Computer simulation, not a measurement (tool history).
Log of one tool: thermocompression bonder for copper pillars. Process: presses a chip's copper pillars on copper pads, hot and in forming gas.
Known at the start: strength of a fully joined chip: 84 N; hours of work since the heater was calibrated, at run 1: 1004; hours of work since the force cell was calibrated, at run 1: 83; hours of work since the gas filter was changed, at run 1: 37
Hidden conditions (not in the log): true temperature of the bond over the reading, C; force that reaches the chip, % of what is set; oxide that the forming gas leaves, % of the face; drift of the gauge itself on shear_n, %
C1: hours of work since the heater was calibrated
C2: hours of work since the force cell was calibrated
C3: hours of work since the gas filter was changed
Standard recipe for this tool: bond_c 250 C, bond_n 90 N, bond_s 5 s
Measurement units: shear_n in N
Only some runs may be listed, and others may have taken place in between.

run 1 hour=0 | bond_c=250 bond_n=90 bond_s=5 | C1=1004 C2=83 C3=37 | shear_n=54.1
run 2 hour=11.6 | bond_c=250 bond_n=90 bond_s=5 | C1=1008 C2=88 C3=42 | shear_n=55
run 3 hour=24.3 | bond_c=250 bond_n=90 bond_s=5 | C1=1013 C2=93 C3=47 | shear_n=54.6
run 4 hour=35.5 | bond_c=273 bond_n=90 bond_s=5 | C1=1018 C2=98 C3=51 | shear_n=64.8
run 5 hour=44.1 | bond_c=273 bond_n=90 bond_s=5 | C1=1021 C2=101 C3=55 | shear_n=63.8
run 6 hour=52.3 | bond_c=273 bond_n=90 bond_s=5 | C1=1025 C2=105 C3=58 | shear_n=63.7
run 7 hour=62.4 | bond_c=273 bond_n=90 bond_s=5 | C1=1029 C2=109 C3=62 | shear_n=64.5
run 8 hour=71.4 | bond_c=273 bond_n=90 bond_s=5 | C1=1032 C2=112 C3=66 | shear_n=63.5
run 9 hour=83.7 | bond_c=273 bond_n=90 bond_s=5 | C1=1037 C2=117 C3=71 | shear_n=63.9
run 10 hour=90.7 | bond_c=273 bond_n=90 bond_s=5 | C1=1040 C2=120 C3=74 | shear_n=63.3
run 11 hour=102.8 | bond_c=273 bond_n=96 bond_s=5 | C1=1045 C2=125 C3=78 | shear_n=64.5
run 12 hour=109.3 | bond_c=273 bond_n=96 bond_s=5 | C1=1048 C2=128 C3=81 | shear_n=64.6
run 13 hour=118.2 | bond_c=273 bond_n=96 bond_s=5 | C1=1051 C2=131 C3=85 | shear_n=63.9
run 14 hour=125.4 | bond_c=273 bond_n=96 bond_s=5 | C1=1054 C2=134 C3=88 | shear_n=63.8
run 15 hour=134.5 | bond_c=273 bond_n=96 bond_s=5 | C1=1058 C2=138 C3=91 | shear_n=64.5
run 16 hour=140 | bond_c=273 bond_n=96 bond_s=5 | C1=1060 C2=140 C3=93 | shear_n=64.6
run 17 hour=152.3 | bond_c=273 bond_n=96 bond_s=5 | C1=1065 C2=145 C3=98 | shear_n=64.6
run 18 hour=165.1 | bond_c=250 bond_n=120 bond_s=10 | C1=1070 C2=150 C3=104 | shear_n=70.1
run 19 hour=172.6 | bond_c=260 bond_n=120 bond_s=3 | C1=1073 C2=153 C3=107 | shear_n=58.9
run 20 hour=181.4 | bond_c=270 bond_n=90 bond_s=5 | C1=1077 C2=157 C3=110 | shear_n=60.7
run 21 hour=192.3 | bond_c=224 bond_n=112 bond_s=3 | C1=1081 C2=161 C3=115 | shear_n=40.8
run 22 hour=204.3 | bond_c=252 bond_n=100 bond_s=3 | C1=1086 C2=166 C3=119 | shear_n=49.2
run 23 hour=213.1 | bond_c=250 bond_n=118 bond_s=5 | C1=1090 C2=170 C3=123 | shear_n=61.2
run 24 hour=221.4 | bond_c=247 bond_n=90 bond_s=6 | C1=1093 C2=173 C3=126 | shear_n=55.2
-- hour=230.3 heater calibrated with a thermocouple chip
run 25 hour=231.4 | bond_c=243 bond_n=103 bond_s=5 | C1=0 C2=176 C3=130 | shear_n=56.6
run 26 hour=241.6 | bond_c=262 bond_n=103 bond_s=5 | C1=5 C2=180 C3=134 | shear_n=63.9
run 27 hour=249.2 | bond_c=278 bond_n=103 bond_s=3 | C1=8 C2=183 C3=137 | shear_n=62.2
run 28 hour=255.7 | bond_c=242 bond_n=90 bond_s=4 | C1=10 C2=186 C3=139 | shear_n=49
run 29 hour=265.9 | bond_c=246 bond_n=90 bond_s=5 | C1=14 C2=190 C3=144 | shear_n=54.9
run 30 hour=275.9 | bond_c=246 bond_n=104 bond_s=11 | C1=18 C2=194 C3=148 | shear_n=68.1
run 31 hour=288.5 | bond_c=258 bond_n=114 bond_s=12 | C1=24 C2=199 C3=153 | shear_n=74
run 32 hour=298.6 | bond_c=230 bond_n=67 bond_s=13 | C1=28 C2=203 C3=157 | shear_n=53.3
run 33 hour=305.6 | bond_c=250 bond_n=90 bond_s=9 | C1=30 C2=206 C3=160 | shear_n=63.8

Predict each of these 4 candidate next runs independently; none follows another, all start after run 33:
run A hour=313.6 | bond_c=250 bond_n=59 bond_s=6 | C1=34 C2=209 C3=163 | shear_n=?
run B hour=313.6 | bond_c=250 bond_n=57 bond_s=5 | C1=34 C2=209 C3=163 | shear_n=?
run C hour=313.6 | bond_c=250 bond_n=71 bond_s=7 | C1=34 C2=209 C3=163 | shear_n=?
run D hour=313.6 | bond_c=265 bond_n=119 bond_s=5 | C1=34 C2=209 C3=163 | shear_n=?

run=A shear_n=46.2
run=B shear_n=43.1
run=C shear_n=54
run=D shear_n=67.9
Stripped of hidden state, with their random variation kept, the same runs would have yielded:
run=A shear_n=48.5
run=B shear_n=45.3
run=C shear_n=56.6
run=D shear_n=71.2

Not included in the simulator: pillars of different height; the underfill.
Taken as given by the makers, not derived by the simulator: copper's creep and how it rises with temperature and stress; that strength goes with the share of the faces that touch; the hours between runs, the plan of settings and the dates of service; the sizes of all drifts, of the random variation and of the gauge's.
